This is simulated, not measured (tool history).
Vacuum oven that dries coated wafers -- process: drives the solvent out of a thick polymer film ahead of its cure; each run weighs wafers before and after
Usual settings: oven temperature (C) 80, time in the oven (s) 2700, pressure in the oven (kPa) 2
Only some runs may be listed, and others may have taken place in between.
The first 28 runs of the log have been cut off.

| run | hour | oven temperature (C) | time in the oven (s) | pressure in the oven (kPa) | hours of work since the thermocouples were calibrated | hours of work since the vacuum gauge was cleaned of residue | solvent left in the film (%) |
|---|---|---|---|---|---|---|---|
| 29 | 461.9 | 82 | 3240 | 1.35 | 311 | 38 | 1.8 |
|  | 484.5 | vacuum gauge cleaned of residue and calibrated, once more |
| 30 | 487.4 | 82 | 3240 | 1.35 | 327 | 2 | 1.61 |
| 31 | 506 | 82 | 3240 | 1.11 | 339 | 14 | 1.49 |
| 32 | 518.5 | 80 | 2700 | 3.34 | 347 | 22 | 3.89 |
| 33 | 531 | 74 | 3360 | 3.34 | 355 | 30 | 5.25 |
| 34 | 545.8 | 91 | 1500 | 4.39 | 365 | 40 | 3.05 |
| 35 | 558.4 | 92 | 2100 | 6.92 | 373 | 48 | 2.89 |
| 36 | 575.4 | 80 | 2700 | 2.74 | 384 | 59 | 3.54 |
| 37 | 595 | 80 | 2700 | 2.74 | 396 | 71 | 3.53 |
| 38 | 615.1 | 94 | 4140 | 5.22 | 409 | 84 | 1.77 |
| 39 | 639.7 | 94 | 4140 | 5.22 | 425 | 100 | 1.71 |
| 40 | 658.4 | 70 | 1440 | 1.45 | 437 | 112 | 10.98 |

Forecast run 41:
| 41 | 681 | 70 | 1440 | 1.45 | 452 | 127 | ? |

solvent left in the film (%): 11.02
With no hidden state in the tool, this same run would have given solvent left in the film (%) 11.34.
